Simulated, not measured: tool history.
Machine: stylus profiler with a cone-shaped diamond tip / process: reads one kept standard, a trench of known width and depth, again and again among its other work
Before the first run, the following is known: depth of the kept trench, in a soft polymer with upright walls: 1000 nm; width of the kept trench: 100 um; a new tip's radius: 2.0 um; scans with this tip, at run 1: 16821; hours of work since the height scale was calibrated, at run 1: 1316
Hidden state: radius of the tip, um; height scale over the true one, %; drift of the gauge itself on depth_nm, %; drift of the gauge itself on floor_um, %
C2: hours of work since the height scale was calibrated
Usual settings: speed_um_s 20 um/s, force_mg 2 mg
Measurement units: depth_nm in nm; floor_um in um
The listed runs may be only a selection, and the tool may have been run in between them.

run 1 hour=0 | speed_um_s=20 force_mg=2 | scans_with_this_tip=16821 C2=1316 | depth_nm=1002.77 floor_um=94.24
run 2 hour=57.4 | speed_um_s=20 force_mg=2 | scans_with_this_tip=17136 C2=1341 | depth_nm=1003.11 floor_um=94.2
run 3 hour=94.2 | speed_um_s=20 force_mg=2 | scans_with_this_tip=17338 C2=1356 | depth_nm=1003.03 floor_um=94.24
run 4 hour=123.5 | speed_um_s=20 force_mg=2 | scans_with_this_tip=17499 C2=1369 | depth_nm=1002.89 floor_um=94.16
run 5 hour=174.4 | speed_um_s=20 force_mg=0.75 | scans_with_this_tip=17778 C2=1391 | depth_nm=1000.63 floor_um=94.02
run 6 hour=199.8 | speed_um_s=20 force_mg=0.75 | scans_with_this_tip=17918 C2=1402 | depth_nm=1000.67 floor_um=94.05
run 7 hour=223.9 | speed_um_s=20 force_mg=5.31 | scans_with_this_tip=18050 C2=1412 | depth_nm=1006.71 floor_um=94.21
run 8 hour=271.4 | speed_um_s=20 force_mg=5.31 | scans_with_this_tip=18310 C2=1433 | depth_nm=1006.94 floor_um=94.1
run 9 hour=319.7 | speed_um_s=20 force_mg=5.31 | scans_with_this_tip=18575 C2=1453 | depth_nm=1006.82 floor_um=94.12
run 10 hour=371.1 | speed_um_s=20 force_mg=5.31 | scans_with_this_tip=18857 C2=1475 | depth_nm=1006.44 floor_um=94.05
run 11 hour=404.7 | speed_um_s=8 force_mg=2.94 | scans_with_this_tip=19042 C2=1490 | depth_nm=1003.81 floor_um=94.13
run 12 hour=441.3 | speed_um_s=19 force_mg=0.93 | scans_with_this_tip=19243 C2=1505 | depth_nm=1000.84 floor_um=93.98
-- hour=459.8 new tip fitted, height scale calibrated
run 13 hour=473.5 | speed_um_s=78 force_mg=1.4 | scans_with_this_tip=75 C2=6 | depth_nm=1003.59 floor_um=95.87
run 14 hour=500.9 | speed_um_s=78 force_mg=1.4 | scans_with_this_tip=226 C2=18 | depth_nm=1003.92 floor_um=95.9
run 15 hour=539.8 | speed_um_s=9 force_mg=5.15 | scans_with_this_tip=439 C2=34 | depth_nm=1008.74 floor_um=96.41
run 16 hour=564.3 | speed_um_s=9 force_mg=5.15 | scans_with_this_tip=573 C2=45 | depth_nm=1008.62 floor_um=96.42
run 17 hour=605 | speed_um_s=22 force_mg=4.17 | scans_with_this_tip=797 C2=62 | depth_nm=1007.52 floor_um=96.31
run 18 hour=655 | speed_um_s=20 force_mg=3.34 | scans_with_this_tip=1071 C2=84 | depth_nm=1006.79 floor_um=96.27
run 19 hour=713.6 | speed_um_s=12 force_mg=0.68 | scans_with_this_tip=1393 C2=109 | depth_nm=1002.14 floor_um=96.19
run 20 hour=752.6 | speed_um_s=8 force_mg=3.84 | scans_with_this_tip=1607 C2=126 | depth_nm=1006.86 floor_um=96.27

Some steps in depth_nm between neighbouring runs. How much of each would the tool show without its hidden state too (settings, what came in, random variation), and how much is left for the hidden state, with any gauge scatter that isn't in both results?
Run 6 -> 7: force_mg 0.75 -> 5.31. depth_nm +6.04 nm: hidden state -0.02, all else +6.06.
Run 8 -> 9: no setting changed, nothing entered. depth_nm -0.12 nm: hidden state -0.04, all else -0.08.
Run 12 -> 13: speed_um_s 19 -> 78, force_mg 0.93 -> 1.4, new tip fitted, height scale calibrated. depth_nm +2.75 nm: hidden state +2.2, all else +0.55.
Run 14 -> 15: speed_um_s 78 -> 9, force_mg 1.4 -> 5.15. depth_nm +4.82 nm: hidden state -0.02, all else +4.84.

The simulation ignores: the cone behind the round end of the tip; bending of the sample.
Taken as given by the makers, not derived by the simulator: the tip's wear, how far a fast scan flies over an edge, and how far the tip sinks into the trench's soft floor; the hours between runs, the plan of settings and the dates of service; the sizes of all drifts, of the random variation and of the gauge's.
